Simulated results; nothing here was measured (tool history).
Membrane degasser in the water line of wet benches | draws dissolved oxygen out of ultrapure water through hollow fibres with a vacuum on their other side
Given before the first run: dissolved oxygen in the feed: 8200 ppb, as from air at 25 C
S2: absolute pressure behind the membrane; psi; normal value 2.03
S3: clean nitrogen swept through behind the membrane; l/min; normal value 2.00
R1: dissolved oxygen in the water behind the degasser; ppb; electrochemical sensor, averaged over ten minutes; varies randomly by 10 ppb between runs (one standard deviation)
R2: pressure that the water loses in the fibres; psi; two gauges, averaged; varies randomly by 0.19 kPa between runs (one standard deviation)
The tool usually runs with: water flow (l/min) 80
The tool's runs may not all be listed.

{"run": 1, "hour": 0.0, "water flow (l/min)": 80, "S2": 2.03, "S3": 2.0, "R1": 1051.0, "R2": 5.926}
{"run": 2, "hour": 105.9, "water flow (l/min)": 80, "S2": 2.03, "S3": 2.0, "R1": 1047.2, "R2": 5.915}
{"run": 3, "hour": 327.1, "water flow (l/min)": 55, "S2": 2.03, "S3": 2.0, "R1": 691.7, "R2": 4.136}
{"run": 4, "hour": 482.5, "water flow (l/min)": 55, "S2": 2.03, "S3": 2.0, "R1": 685.4, "R2": 4.044}
{"run": 5, "hour": 595.0, "water flow (l/min)": 55, "S2": 2.03, "S3": 2.0, "R1": 687.8, "R2": 4.083}
{"run": 6, "hour": 799.4, "water flow (l/min)": 80, "S2": 2.03, "S3": 2.0, "R1": 1058.8, "R2": 5.955}
{"run": 7, "hour": 1008.9, "water flow (l/min)": 80, "S2": 2.03, "S3": 2.0, "R1": 1054.7, "R2": 6.015}
{"run": 8, "hour": 1174.5, "water flow (l/min)": 80, "S2": 2.03, "S3": 2.0, "R1": 1055.6, "R2": 5.994}
{"run": 9, "hour": 1281.7, "water flow (l/min)": 80, "S2": 2.03, "S3": 2.0, "R1": 1052.7, "R2": 6.021}
{"run": 10, "hour": 1416.8, "water flow (l/min)": 80, "S2": 2.03, "S3": 2.0, "R1": 1062.0, "R2": 6.019}
{"run": 11, "hour": 1616.2, "water flow (l/min)": 80, "S2": 2.03, "S3": 2.0, "R1": 1047.2, "R2": 5.938}
{"run": 12, "hour": 1811.3, "water flow (l/min)": 63, "S2": 2.1, "S3": 2.99, "R1": 643.9, "R2": 4.747}
{"run": 13, "hour": 1981.2, "water flow (l/min)": 48, "S2": 1.75, "S3": 4.06, "R1": 307.8, "R2": 3.584}
{"run": 14, "hour": 2131.0, "water flow (l/min)": 123, "S2": 2.29, "S3": 2.71, "R1": 1601.8, "R2": 9.252}
{"run": 15, "hour": 2289.2, "water flow (l/min)": 123, "S2": 2.41, "S3": 0.91, "R1": 2543.5, "R2": 9.233}
{"run": 16, "hour": 2382.4, "water flow (l/min)": 123, "S2": 2.41, "S3": 0.91, "R1": 2559.6, "R2": 9.236}
{"run": 17, "hour": 2601.1, "water flow (l/min)": 93, "S2": 2.03, "S3": 1.16, "R1": 1618.6, "R2": 7.055}
{"run": 18, "hour": 2721.0, "water flow (l/min)": 80, "S2": 1.28, "S3": 4.22, "R1": 524.7, "R2": 6.071}
{"run": 19, "hour": 2819.6, "water flow (l/min)": 80, "S2": 1.28, "S3": 4.22, "R1": 525.2, "R2": 6.042}
{"run": 20, "hour": 2911.4, "water flow (l/min)": 80, "S2": 1.28, "S3": 4.22, "R1": 532.7, "R2": 6.036}
{"run": 21, "hour": 3083.9, "water flow (l/min)": 80, "S2": 1.28, "S3": 4.22, "R1": 522.9, "R2": 6.019}

Forecast each of these 4 alternatives for the next run:
{"run": "A", "hour": 3196.7, "water flow (l/min)": 82, "S2": 3.16, "S3": 5.31, "R1": "?", "R2": "?"}
{"run": "B", "hour": 3196.7, "water flow (l/min)": 66, "S2": 3.86, "S3": 2.2, "R1": "?", "R2": "?"}
{"run": "C", "hour": 3196.7, "water flow (l/min)": 88, "S2": 2.54, "S3": 0.84, "R1": "?", "R2": "?"}
{"run": "D", "hour": 3196.7, "water flow (l/min)": 102, "S2": 2.23, "S3": 3.04, "R1": "?", "R2": "?"}

run=A R1=889.3 R2=6.190
run=B R1=1432.4 R2=4.970
run=C R1=2168.8 R2=6.631
run=D R1=1245.9 R2=7.696
Without the tool's hidden state the same runs would have given:
run=A R1=865.8 R2=6.064
run=B R1=1413.4 R2=4.869
run=C R1=2153.6 R2=6.496
run=D R1=1215.2 R2=7.539

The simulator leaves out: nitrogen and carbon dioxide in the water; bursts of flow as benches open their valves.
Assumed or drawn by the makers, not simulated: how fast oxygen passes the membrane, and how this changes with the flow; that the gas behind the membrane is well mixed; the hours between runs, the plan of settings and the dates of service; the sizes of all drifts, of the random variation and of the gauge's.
